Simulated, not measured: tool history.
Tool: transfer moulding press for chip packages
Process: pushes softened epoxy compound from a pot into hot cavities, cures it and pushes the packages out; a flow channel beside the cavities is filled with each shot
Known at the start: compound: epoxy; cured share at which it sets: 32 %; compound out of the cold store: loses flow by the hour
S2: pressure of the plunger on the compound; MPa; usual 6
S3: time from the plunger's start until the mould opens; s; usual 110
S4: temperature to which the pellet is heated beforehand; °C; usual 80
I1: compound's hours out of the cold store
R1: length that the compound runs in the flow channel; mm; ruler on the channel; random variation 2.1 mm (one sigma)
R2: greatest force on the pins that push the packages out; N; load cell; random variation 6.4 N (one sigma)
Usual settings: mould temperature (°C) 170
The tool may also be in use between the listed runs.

Run 1, hour 0: usual settings; I1 15.9. Result: R1 822 mm, R2 341 N.
Run 2, hour 4.6: usual settings; I1 22.7. Result: R1 799 mm, R2 332 N.
Run 3, hour 9.6: usual settings; I1 38.2. Result: R1 751 mm, R2 360 N.
Run 4, hour 14.1: usual settings; I1 31.9. Result: R1 768 mm, R2 374 N.
Run 5, hour 22.8: usual settings; I1 34. Result: R1 764 mm, R2 407 N.
Run 6, hour 29.1: usual settings; I1 45. Result: R1 730 mm, R2 420 N.
Run 7, hour 35.6: usual settings; I1 9.9. Result: R1 844 mm, R2 432 N.
Run 8, hour 44: usual settings; I1 35.9. Result: R1 752 mm, R2 438 N.
Run 9, hour 51.9: usual settings but S4 83 °C; I1 40.5. Result: R1 737 mm, R2 459 N.
Run 10, hour 57.7: usual settings but S4 83 °C; I1 29. Result: R1 777 mm, R2 459 N.
At hour 64.3: cavities cleaned with cleaning compound and waxed.
Run 11, hour 65.6: usual settings but S4 83 °C; I1 14.3. Result: R1 826 mm, R2 254 N.
Run 12, hour 73.8: usual settings but S3 128 s; I1 40.3. Result: R1 737 mm, R2 280 N.
Run 13, hour 77.9: usual settings but mould temperature (°C) 169, S3 128 s; I1 27.4. Result: R1 780 mm, R2 294 N.
Run 14, hour 83.9: usual settings but mould temperature (°C) 169, S3 128 s; I1 12.4. Result: R1 833 mm, R2 305 N.
Run 15, hour 91.2: usual settings but S3 135 s; I1 10.5. Result: R1 833 mm, R2 352 N.
Run 16, hour 98.6: usual settings but S2 6.96 MPa, S3 120 s, S4 81 °C; I1 31.4. Result: R1 824 mm, R2 369 N.
Run 17, hour 102.5: usual settings but S3 126 s, S4 76 °C; I1 23.6. Result: R1 789 mm, R2 358 N.
Run 18, hour 106.4: usual settings but S2 6.3 MPa; I1 39.8. Result: R1 759 mm, R2 380 N.
Run 19, hour 114.6: usual settings but mould temperature (°C) 165, S3 124 s; I1 18. Result: R1 827 mm, R2 429 N.
Run 20, hour 120.1: usual settings but mould temperature (°C) 167, S3 124 s; I1 9.4. Result: R1 847 mm, R2 421 N.
Run 21, hour 126.9: usual settings but mould temperature (°C) 174, S2 6.09 MPa, S4 70 °C; I1 41.9. Result: R1 723 mm, R2 426 N.
Run 22, hour 134.3: usual settings but S2 5.71 MPa; I1 22.2. Result: R1 770 mm, R2 465 N.
Run 23, hour 138.4: usual settings but mould temperature (°C) 169, S3 93 s; I1 23.3. Result: R1 788 mm, R2 579 N.
Run 24, hour 143.4: usual settings but mould temperature (°C) 169, S2 5.02 MPa, S3 93 s, S4 76 °C; I1 46.8. Result: R1 659 mm, R2 557 N.
At hour 145.4: cavities cleaned with cleaning compound and waxed.
Run 25, hour 153.2: usual settings but S2 6.8 MPa, S3 128 s; I1 43.6. Result: R1 770 mm, R2 278 N.
Run 26, hour 160.3: usual settings but S2 6.8 MPa, S3 128 s; I1 29.1. Result: R1 818 mm, R2 313 N.
Run 27, hour 164.9: usual settings but mould temperature (°C) 172, S2 5.14 MPa, S3 127 s, S4 78 °C; I1 27.9. Result: R1 707 mm, R2 317 N.

Run 28 comes next. What will it give?
Run 28, hour 170.1: usual settings but mould temperature (°C) 167, S3 144 s, S4 85 °C; I1 17. Result: R1 ?, R2 ?.

R1: 816 mm
R2: 346 N
Without the tool's hidden state the same run would have given R1 841 mm, R2 252 N.
